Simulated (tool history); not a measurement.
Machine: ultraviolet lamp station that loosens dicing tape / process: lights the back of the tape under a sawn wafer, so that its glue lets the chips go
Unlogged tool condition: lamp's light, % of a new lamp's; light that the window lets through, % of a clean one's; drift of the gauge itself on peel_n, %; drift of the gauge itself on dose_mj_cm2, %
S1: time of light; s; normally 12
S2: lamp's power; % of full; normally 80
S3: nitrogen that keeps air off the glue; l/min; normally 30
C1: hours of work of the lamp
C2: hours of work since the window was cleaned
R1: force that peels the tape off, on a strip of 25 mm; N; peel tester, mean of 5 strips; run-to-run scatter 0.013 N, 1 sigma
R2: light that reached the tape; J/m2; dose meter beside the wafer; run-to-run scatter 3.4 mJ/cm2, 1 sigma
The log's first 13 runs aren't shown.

{"run": 14, "hour": 281.5, "S1": 12, "S2": 80, "S3": 30, "C1": 207, "C2": 24, "R1": 0.837, "R2": 4290}
{"run": 15, "hour": 302.7, "S1": 18, "S2": 80, "S3": 30, "C1": 218, "C2": 36, "R1": 0.466, "R2": 6410}
{"run": 16, "hour": 325.1, "S1": 18, "S2": 80, "S3": 30, "C1": 231, "C2": 48, "R1": 0.48, "R2": 6350}
{"hour": 328.1, "done": "window cleaned of glue's vapour, once more"}
{"run": 17, "hour": 353.7, "S1": 18, "S2": 80, "S3": 26, "C1": 246, "C2": 14, "R1": 0.389, "R2": 7760}
{"run": 18, "hour": 373.4, "S1": 6, "S2": 80, "S3": 30, "C1": 257, "C2": 25, "R1": 1.443, "R2": 2560}
{"run": 19, "hour": 389.1, "S1": 13, "S2": 99, "S3": 44, "C1": 266, "C2": 34, "R1": 0.374, "R2": 6810}
{"run": 20, "hour": 414.5, "S1": 13, "S2": 99, "S3": 44, "C1": 280, "C2": 48, "R1": 0.364, "R2": 6800}
{"run": 21, "hour": 438.2, "S1": 13, "S2": 99, "S3": 44, "C1": 293, "C2": 61, "R1": 0.378, "R2": 6790}
{"run": 22, "hour": 466.2, "S1": 13, "S2": 66, "S3": 13, "C1": 309, "C2": 77, "R1": 1.117, "R2": 4430}
{"run": 23, "hour": 494.8, "S1": 13, "S2": 66, "S3": 47, "C1": 325, "C2": 93, "R1": 0.639, "R2": 4420}
{"run": 24, "hour": 515.8, "S1": 22, "S2": 68, "S3": 30, "C1": 336, "C2": 104, "R1": 0.361, "R2": 7660}
{"run": 25, "hour": 532.4, "S1": 8, "S2": 85, "S3": 18, "C1": 346, "C2": 113, "R1": 1.27, "R2": 3460}
{"run": 26, "hour": 554.7, "S1": 19, "S2": 60, "S3": 11, "C1": 358, "C2": 126, "R1": 0.854, "R2": 5790}
{"run": 27, "hour": 577.0, "S1": 19, "S2": 60, "S3": 11, "C1": 370, "C2": 138, "R1": 0.835, "R2": 5780}
{"run": 28, "hour": 601.6, "S1": 19, "S2": 60, "S3": 11, "C1": 384, "C2": 152, "R1": 0.875, "R2": 5680}
{"run": 29, "hour": 623.1, "S1": 10, "S2": 80, "S3": 30, "C1": 396, "C2": 164, "R1": 0.934, "R2": 4020}
{"run": 30, "hour": 640.1, "S1": 9, "S2": 80, "S3": 30, "C1": 405, "C2": 173, "R1": 1.088, "R2": 3570}
{"run": 31, "hour": 659.0, "S1": 13, "S2": 61, "S3": 24, "C1": 416, "C2": 184, "R1": 1.069, "R2": 3920}
{"run": 32, "hour": 674.5, "S1": 21, "S2": 86, "S3": 39, "C1": 425, "C2": 192, "R1": 0.267, "R2": 8850}

5 options for the next run, each taken on its own from the tool as it stands now. Forecast them:
{"run": "A", "hour": 691.5, "S1": 14, "S2": 68, "S3": 13, "C1": 434, "C2": 202, "R1": "?", "R2": "?"}
{"run": "B", "hour": 691.5, "S1": 12, "S2": 80, "S3": 9, "C1": 434, "C2": 202, "R1": "?", "R2": "?"}
{"run": "C", "hour": 691.5, "S1": 7, "S2": 86, "S3": 39, "C1": 434, "C2": 202, "R1": "?", "R2": "?"}
{"run": "D", "hour": 691.5, "S1": 23, "S2": 99, "S3": 48, "C1": 434, "C2": 202, "R1": "?", "R2": "?"}
{"run": "E", "hour": 691.5, "S1": 11, "S2": 78, "S3": 30, "C1": 434, "C2": 202, "R1": "?", "R2": "?"}

run=A R1=1.055 R2=4600
run=B R1=1.181 R2=4710
run=C R1=1.202 R2=2930
run=D R1=0.241 R2=11080
run=E R1=0.847 R2=4190
Without the tool's hidden state the same runs would have given:
run=A R1=0.875 R2=5350
run=B R1=0.993 R2=5470
run=C R1=1.011 R2=3410
run=D R1=0.23 R2=12880
run=E R1=0.691 R2=4870

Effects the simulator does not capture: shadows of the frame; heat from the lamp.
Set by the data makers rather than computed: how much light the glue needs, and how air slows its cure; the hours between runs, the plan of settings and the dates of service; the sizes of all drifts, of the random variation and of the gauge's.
